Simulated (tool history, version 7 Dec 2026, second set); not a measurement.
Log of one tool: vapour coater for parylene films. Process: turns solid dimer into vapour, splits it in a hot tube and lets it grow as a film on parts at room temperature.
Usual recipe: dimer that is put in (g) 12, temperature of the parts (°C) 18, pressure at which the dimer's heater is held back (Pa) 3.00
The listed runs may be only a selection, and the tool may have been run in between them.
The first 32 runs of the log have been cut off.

| run | hour | dimer that is put in (g) | temperature of the parts (°C) | pressure at which the dimer's heater is held back (Pa) | thickness of the film (µm) |
|---|---|---|---|---|---|
| 33 | 1585.3 | 14 | 23 | 3.00 | 4.06 |
| 34 | 1629.1 | 15 | 29 | 3.00 | 3.39 |
| 35 | 1687.1 | 12 | 10 | 2.14 | 5.29 |
| 36 | 1748.8 | 16 | 15 | 7.98 | 5.33 |
| 37 | 1808.7 | 22 | 15 | 7.98 | 7.33 |
| 38 | 1859.7 | 22 | 15 | 2.54 | 9.22 |
| 39 | 1890.3 | 22 | 10 | 9.63 | 8.74 |
| 40 | 1949.3 | 22 | 10 | 9.63 | 8.62 |
| 41 | 1988.9 | 12 | 22 | 3.00 | 3.63 |
| 42 | 2019.7 | 11 | 28 | 2.89 | 2.63 |
| 43 | 2065.7 | 6 | 18 | 3.00 | 2.16 |
| 44 | 2107.4 | 10 | 23 | 2.24 | 3.10 |
| 45 | 2137.1 | 10 | 23 | 2.24 | 3.12 |
| 46 | 2181.4 | 10 | 23 | 2.24 | 3.14 |
| 47 | 2225.5 | 10 | 18 | 2.24 | 3.80 |

Alternative continuations, all from the tool just after run 47; predict every row:
|  | 2265.0 | trap's valve overhauled |
| A | 2294.3 | 8 | 10 | 10.22 | ? |
|  | 2265.0 | trap's valve overhauled |
| B | 2294.3 | 13 | 15 | 7.13 | ? |
|  | 2265.0 | trap's valve overhauled |
| C | 2294.3 | 10 | 18 | 10.52 | ? |

| run | thickness of the film (µm) |
|---|---|
| A | 3.04 |
| B | 4.38 |
| C | 2.78 |
With the hidden condition removed and each run's random variation left untouched, the same runs would have given:
| run | thickness of the film (µm) |
|---|---|
| A | 3.05 |
| B | 4.39 |
| C | 2.78 |
